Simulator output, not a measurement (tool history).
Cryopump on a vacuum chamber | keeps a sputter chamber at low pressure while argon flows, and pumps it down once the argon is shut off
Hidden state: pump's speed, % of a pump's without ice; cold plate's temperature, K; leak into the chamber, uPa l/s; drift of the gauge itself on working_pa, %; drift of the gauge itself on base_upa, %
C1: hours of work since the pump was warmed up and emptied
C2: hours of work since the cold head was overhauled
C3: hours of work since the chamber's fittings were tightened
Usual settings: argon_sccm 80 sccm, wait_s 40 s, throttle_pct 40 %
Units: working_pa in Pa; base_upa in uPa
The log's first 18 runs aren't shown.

Run 19, hour 390.6: usual settings but argon_sccm 70 sccm, throttle_pct 24 %; C1 129; C2 581; C3 351. Result: working_pa 0.4783 Pa, base_upa 2.41 uPa.
Run 20, hour 404.9: usual settings but argon_sccm 72 sccm, wait_s 83 s, throttle_pct 15 %; C1 140; C2 592; C3 362. Result: working_pa 0.7745 Pa, base_upa 1.42 uPa.
Run 21, hour 426.9: usual settings but argon_sccm 38 sccm; C1 157; C2 609; C3 379. Result: working_pa 0.1576 Pa, base_upa 2.43 uPa.
Run 22, hour 437.8: usual settings but argon_sccm 156 sccm, wait_s 206 s, throttle_pct 18 %; C1 165; C2 618; C3 387. Result: working_pa 1.4013 Pa, base_upa 0.81 uPa.
Run 23, hour 458.8: usual settings but argon_sccm 101 sccm, wait_s 24 s, throttle_pct 16 %; C1 182; C2 634; C3 403. Result: working_pa 1.0267 Pa, base_upa 3.65 uPa.
Run 24, hour 474.1: usual settings but argon_sccm 139 sccm, wait_s 158 s, throttle_pct 35 %; C1 193; C2 646; C3 415. Result: working_pa 0.6699 Pa, base_upa 0.97 uPa.
Run 25, hour 489.3: usual settings but argon_sccm 63 sccm, wait_s 57 s, throttle_pct 48 %; C1 205; C2 657; C3 426. Result: working_pa 0.227 Pa, base_upa 1.8 uPa.
Run 26, hour 508.7: usual settings but argon_sccm 66 sccm, wait_s 238 s; C1 220; C2 672; C3 441. Result: working_pa 0.2859 Pa, base_upa 0.87 uPa.
Run 27, hour 520.7: usual settings but argon_sccm 37 sccm, wait_s 214 s; C1 229; C2 681; C3 451. Result: working_pa 0.1601 Pa, base_upa 0.87 uPa.
Run 28, hour 546.7: usual settings but argon_sccm 51 sccm, wait_s 59 s, throttle_pct 21 %; C1 249; C2 701; C3 471. Result: working_pa 0.4043 Pa, base_upa 1.87 uPa.
Run 29, hour 558.1: usual settings but throttle_pct 29 %; C1 258; C2 710; C3 479. Result: working_pa 0.4714 Pa, base_upa 2.5 uPa.
Run 30, hour 581.6: usual settings but argon_sccm 143 sccm, wait_s 55 s, throttle_pct 31 %; C1 276; C2 728; C3 497. Result: working_pa 0.7819 Pa, base_upa 1.9 uPa.
Run 31, hour 601.1: usual settings but argon_sccm 143 sccm, wait_s 55 s, throttle_pct 31 %; C1 291; C2 743; C3 512. Result: working_pa 0.7984 Pa, base_upa 1.89 uPa.
Run 32, hour 617.1: usual settings but argon_sccm 54 sccm, wait_s 55 s, throttle_pct 53 %; C1 303; C2 755; C3 525. Result: working_pa 0.187 Pa, base_upa 2.02 uPa.
Run 33, hour 642.2: usual settings but argon_sccm 54 sccm, wait_s 55 s, throttle_pct 53 %; C1 322; C2 775; C3 544. Result: working_pa 0.1897 Pa, base_upa 2.01 uPa.
Run 34, hour 653.8: usual settings but argon_sccm 147 sccm, wait_s 69 s, throttle_pct 17 %; C1 331; C2 783; C3 553. Result: working_pa 1.4377 Pa, base_upa 1.76 uPa.

Forecast each of these 3 alternatives for the next run:
Run A, hour 667.5: usual settings but argon_sccm 147 sccm, wait_s 243 s, throttle_pct 46 %; C1 342; C2 794; C3 563. Result: working_pa ?, base_upa ?.
Run B, hour 667.5: usual settings but argon_sccm 147 sccm, wait_s 69 s, throttle_pct 42 %; C1 342; C2 794; C3 563. Result: working_pa ?, base_upa ?.
Run C, hour 667.5: usual settings but argon_sccm 38 sccm, wait_s 32 s, throttle_pct 17 %; C1 342; C2 794; C3 563. Result: working_pa ?, base_upa ?.

run  working_pa  base_upa
  A      0.5888      0.96
  B      0.6397      1.74
  C      0.3784      3.04
Without the tool's hidden state the same runs would have given:
run  working_pa  base_upa
  A      0.5041      0.61
  B      0.5545      1.39
  C      0.3563      2.69

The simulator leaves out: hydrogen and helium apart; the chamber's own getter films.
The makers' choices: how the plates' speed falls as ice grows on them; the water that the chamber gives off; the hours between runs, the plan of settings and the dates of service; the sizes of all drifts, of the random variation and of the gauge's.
